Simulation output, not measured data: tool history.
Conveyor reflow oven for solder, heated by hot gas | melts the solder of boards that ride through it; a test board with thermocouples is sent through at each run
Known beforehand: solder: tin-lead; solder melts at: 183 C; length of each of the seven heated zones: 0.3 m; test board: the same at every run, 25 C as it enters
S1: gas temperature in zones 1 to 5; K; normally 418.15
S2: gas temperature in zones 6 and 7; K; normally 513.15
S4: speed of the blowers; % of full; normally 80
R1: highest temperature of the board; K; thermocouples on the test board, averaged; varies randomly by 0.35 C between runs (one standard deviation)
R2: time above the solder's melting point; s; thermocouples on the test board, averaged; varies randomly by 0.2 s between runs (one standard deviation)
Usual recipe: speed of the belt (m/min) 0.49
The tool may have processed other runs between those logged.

run 1 hour=0 | S1=418.15 S2=513.15 speed_of_the_belt_(m/min)=0.49 S4=80 | R1=498.45 R2=63.5
-- hour=26.5 flux residue cleaned out of gas plates and filters
run 2 hour=40.9 | S1=429.15 S2=513.15 speed_of_the_belt_(m/min)=0.49 S4=80 | R1=502.95 R2=69.6
run 3 hour=101 | S1=429.15 S2=513.15 speed_of_the_belt_(m/min)=0.49 S4=80 | R1=502.35 R2=69.7
run 4 hour=156 | S1=429.15 S2=513.15 speed_of_the_belt_(m/min)=0.49 S4=80 | R1=501.75 R2=69.8
run 5 hour=216.7 | S1=429.15 S2=513.15 speed_of_the_belt_(m/min)=0.49 S4=80 | R1=501.25 R2=69.7
run 6 hour=244.9 | S1=418.15 S2=509.15 speed_of_the_belt_(m/min)=0.49 S4=80 | R1=495.65 R2=62.7
run 7 hour=299.1 | S1=418.15 S2=509.15 speed_of_the_belt_(m/min)=0.49 S4=80 | R1=495.25 R2=62.3
run 8 hour=360.6 | S1=405.15 S2=522.15 speed_of_the_belt_(m/min)=0.438 S4=55 | R1=502.45 R2=68.6
run 9 hour=413.2 | S1=405.15 S2=522.15 speed_of_the_belt_(m/min)=0.438 S4=55 | R1=501.15 R2=68.9
run 10 hour=469.9 | S1=432.15 S2=524.15 speed_of_the_belt_(m/min)=0.412 S4=61 | R1=510.55 R2=89.1

Forecast each of these 3 alternatives for the next run:
run A hour=531.8 | S1=430.15 S2=524.15 speed_of_the_belt_(m/min)=0.412 S4=90 | R1=? R2=?
run B hour=531.8 | S1=418.15 S2=513.15 speed_of_the_belt_(m/min)=0.44 S4=80 | R1=? R2=?
run C hour=531.8 | S1=432.15 S2=517.15 speed_of_the_belt_(m/min)=0.521 S4=61 | R1=? R2=?

run=A R1=514.75 R2=89.5
run=B R1=500.95 R2=72.5
run=C R1=497.55 R2=64
Had the tool no hidden state, the same runs would have come out as:
run=A R1=517.75 R2=89
run=B R1=504.15 R2=73.3
run=C R1=500.55 R2=64.7
